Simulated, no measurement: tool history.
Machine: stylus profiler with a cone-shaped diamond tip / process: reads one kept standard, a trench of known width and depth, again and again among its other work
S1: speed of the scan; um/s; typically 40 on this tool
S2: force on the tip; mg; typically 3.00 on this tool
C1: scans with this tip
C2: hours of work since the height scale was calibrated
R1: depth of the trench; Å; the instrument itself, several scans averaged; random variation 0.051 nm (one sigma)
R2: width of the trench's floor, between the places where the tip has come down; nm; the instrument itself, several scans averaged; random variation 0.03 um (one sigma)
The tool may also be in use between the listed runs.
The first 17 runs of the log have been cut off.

{"run": 18, "hour": 892.1, "S1": 40, "S2": 3.0, "C1": 5543, "C2": 786, "R1": 2040.1, "R2": 17700}
{"hour": 898.3, "done": "height scale calibrated on a step standard"}
{"run": 19, "hour": 947.0, "S1": 40, "S2": 3.0, "C1": 5709, "C2": 21, "R1": 2042.3, "R2": 17670}
{"run": 20, "hour": 1021.1, "S1": 11, "S2": 2.43, "C1": 5935, "C2": 53, "R1": 2038.2, "R2": 17750}
{"run": 21, "hour": 1071.2, "S1": 11, "S2": 2.43, "C1": 6087, "C2": 75, "R1": 2036.9, "R2": 17740}
{"run": 22, "hour": 1101.2, "S1": 11, "S2": 2.43, "C1": 6179, "C2": 88, "R1": 2036.7, "R2": 17750}
{"run": 23, "hour": 1163.0, "S1": 11, "S2": 1.28, "C1": 6367, "C2": 114, "R1": 2027.3, "R2": 17710}
{"run": 24, "hour": 1213.5, "S1": 11, "S2": 1.28, "C1": 6520, "C2": 136, "R1": 2026.7, "R2": 17740}
{"hour": 1249.3, "done": "height scale calibrated on a step standard, once more"}
{"run": 25, "hour": 1278.1, "S1": 11, "S2": 1.28, "C1": 6715, "C2": 12, "R1": 2020.3, "R2": 17720}
{"run": 26, "hour": 1318.7, "S1": 79, "S2": 1.72, "C1": 6839, "C2": 30, "R1": 2024.9, "R2": 17510}
{"run": 27, "hour": 1357.9, "S1": 85, "S2": 2.57, "C1": 6959, "C2": 47, "R1": 2031.8, "R2": 17500}
{"run": 28, "hour": 1415.8, "S1": 71, "S2": 1.55, "C1": 7135, "C2": 72, "R1": 2022.5, "R2": 17460}
{"run": 29, "hour": 1485.8, "S1": 40, "S2": 3.13, "C1": 7348, "C2": 102, "R1": 2036.9, "R2": 17600}
{"run": 30, "hour": 1530.4, "S1": 40, "S2": 3.13, "C1": 7484, "C2": 121, "R1": 2036.8, "R2": 17620}
{"run": 31, "hour": 1560.4, "S1": 10, "S2": 6.05, "C1": 7575, "C2": 134, "R1": 2056.5, "R2": 17660}
{"run": 32, "hour": 1629.5, "S1": 13, "S2": 4.88, "C1": 7785, "C2": 164, "R1": 2049.0, "R2": 17640}
{"run": 33, "hour": 1689.3, "S1": 13, "S2": 4.88, "C1": 7968, "C2": 190, "R1": 2049.0, "R2": 17660}
{"run": 34, "hour": 1723.3, "S1": 13, "S2": 4.35, "C1": 8071, "C2": 205, "R1": 2046.2, "R2": 17650}
{"run": 35, "hour": 1754.3, "S1": 13, "S2": 4.35, "C1": 8166, "C2": 218, "R1": 2046.8, "R2": 17670}
{"run": 36, "hour": 1821.1, "S1": 21, "S2": 3.0, "C1": 8369, "C2": 247, "R1": 2037.3, "R2": 17690}
{"run": 37, "hour": 1885.7, "S1": 48, "S2": 1.75, "C1": 8566, "C2": 275, "R1": 2026.9, "R2": 17520}

Branching from run 37: 3 alternative next runs. What would each branch give?
{"run": "A", "hour": 1926.4, "S1": 43, "S2": 2.84, "C1": 8690, "C2": 292, "R1": "?", "R2": "?"}
{"run": "B", "hour": 1926.4, "S1": 25, "S2": 2.66, "C1": 8690, "C2": 292, "R1": "?", "R2": "?"}
{"run": "C", "hour": 1926.4, "S1": 10, "S2": 1.6, "C1": 8690, "C2": 292, "R1": "?", "R2": "?"}

run=A R1=2036.3 R2=17520
run=B R1=2034.5 R2=17570
run=C R1=2026.0 R2=17590
The same runs, with their run-to-run variation unchanged, on a tool lacking any hidden condition would have given:
run=A R1=2033.3 R2=17900
run=B R1=2031.5 R2=17950
run=C R1=2023.1 R2=17970
